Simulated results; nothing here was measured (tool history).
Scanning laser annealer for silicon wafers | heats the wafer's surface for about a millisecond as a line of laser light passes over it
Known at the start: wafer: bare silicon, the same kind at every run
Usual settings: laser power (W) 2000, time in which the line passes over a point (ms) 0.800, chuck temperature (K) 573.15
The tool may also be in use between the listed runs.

run	hour	laser power (W)	time in which the line passes over a point (ms)	chuck temperature (K)	highest temperature of the surface (K)
1	0.0	2000	0.800	573.15	1286.15
2	7.0	2000	0.800	573.15	1284.15
3	15.0	2000	0.800	573.15	1282.15
4	20.1	2000	0.992	573.15	1367.15
5	25.2	2000	0.991	573.15	1371.15
6	33.4	2000	0.800	573.15	1287.15
7	37.5	2000	0.800	573.15	1281.15
8	44.7	2000	0.800	573.15	1281.15
# hour 50.4: window over the wafer cleaned
9	54.5	2000	0.800	573.15	1327.15
10	59.5	2000	0.800	573.15	1328.15
11	67.3	2000	0.800	573.15	1327.15
12	75.6	2000	0.800	573.15	1328.15
13	83.3	2071	0.624	567.15	1251.15
14	88.0	2071	0.624	567.15	1252.15
15	94.5	2071	0.624	576.15	1263.15
16	98.4	1910	0.726	587.15	1270.15
17	104.8	1910	0.872	558.15	1309.15
18	109.9	2000	0.800	588.15	1342.15
19	119.1	2000	0.732	573.15	1290.15
20	122.9	2098	0.725	555.15	1305.15
21	129.3	2015	0.562	585.15	1213.15
22	135.3	2015	0.562	585.15	1212.15

Hidden state or all else? Some run-to-run changes of highest temperature of the surface (K), split into what the settings, what came in and random variation would give without the hidden state, and what is left for the hidden state (with any gauge scatter that isn't in both results):
The hidden state here: light that passes the window, % of a clean one's; laser's true power over the reading, %; width of the line over the set one, %; drift of the gauge itself on peak_c, C.
Run 3 -> 4: time in which the line passes over a point (ms) 0.800 -> 0.992. highest temperature of the surface (K) +85.00: hidden state -7.00, all else +92.00.
Run 8 -> 9: window over the wafer cleaned. highest temperature of the surface (K) +46.00: hidden state +44.00, all else +2.00.
Run 20 -> 21: laser power (W) 2098 -> 2015, time in which the line passes over a point (ms) 0.725 -> 0.562, chuck temperature (K) 555.15 -> 585.15. highest temperature of the surface (K) -92.00: hidden state +1.00, all else -93.00.
